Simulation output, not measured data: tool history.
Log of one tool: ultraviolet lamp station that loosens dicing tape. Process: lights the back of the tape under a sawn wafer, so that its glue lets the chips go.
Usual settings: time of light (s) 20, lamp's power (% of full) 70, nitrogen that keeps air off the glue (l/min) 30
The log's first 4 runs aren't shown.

| run | hour | time of light (s) | lamp's power (% of full) | nitrogen that keeps air off the glue (l/min) | hours of work of the lamp | hours of work since the window was cleaned | force that peels the tape off (N) | light that reached the tape (mJ/cm²) |
|---|---|---|---|---|---|---|---|---|
| 5 | 53 | 12 | 70 | 30 | 434 | 33 | 1.254 | 181 |
| 6 | 67.3 | 12 | 70 | 30 | 445 | 44 | 1.238 | 180 |
| 7 | 79 | 12 | 70 | 30 | 454 | 53 | 1.211 | 180 |
| 8 | 87.3 | 12 | 70 | 30 | 461 | 59 | 1.283 | 177 |
| 9 | 98.2 | 20 | 70 | 56 | 469 | 68 | 0.38 | 300 |
| 10 | 116.9 | 14 | 70 | 30 | 484 | 82 | 0.945 | 209 |
| 11 | 134.1 | 14 | 70 | 30 | 497 | 96 | 0.98 | 210 |
| 12 | 143.9 | 14 | 70 | 30 | 505 | 103 | 0.982 | 206 |
| 13 | 158.1 | 14 | 70 | 30 | 516 | 114 | 0.956 | 210 |
| 14 | 170.8 | 14 | 70 | 30 | 525 | 124 | 0.959 | 209 |
| 15 | 186.6 | 14 | 70 | 30 | 538 | 136 | 0.958 | 207 |
| 16 | 200.4 | 20 | 70 | 56 | 548 | 147 | 0.392 | 295 |
| 17 | 218.2 | 20 | 70 | 56 | 562 | 161 | 0.364 | 295 |
| 18 | 227.4 | 20 | 70 | 30 | 569 | 168 | 0.483 | 299 |
| 19 | 236.4 | 20 | 70 | 30 | 576 | 175 | 0.492 | 300 |
| 20 | 253.4 | 20 | 70 | 13 | 590 | 188 | 0.738 | 297 |
| 21 | 265.5 | 20 | 70 | 13 | 599 | 198 | 0.749 | 294 |
| 22 | 282.5 | 20 | 70 | 13 | 612 | 211 | 0.752 | 300 |
| 23 | 293.5 | 20 | 86 | 30 | 621 | 219 | 0.317 | 364 |
| 24 | 305.4 | 19 | 62 | 30 | 630 | 228 | 0.677 | 249 |

The next listed run, before its measurement:
| 25 | 318.9 | 11 | 77 | 32 | 640 | 239 | ? | ? |

Run 25 gave force that peels the tape off (N) 1.199, light that reached the tape (mJ/cm²) 181.
Without the tool's hidden state the same run would have given force that peels the tape off (N) 1.196, light that reached the tape (mJ/cm²) 182.
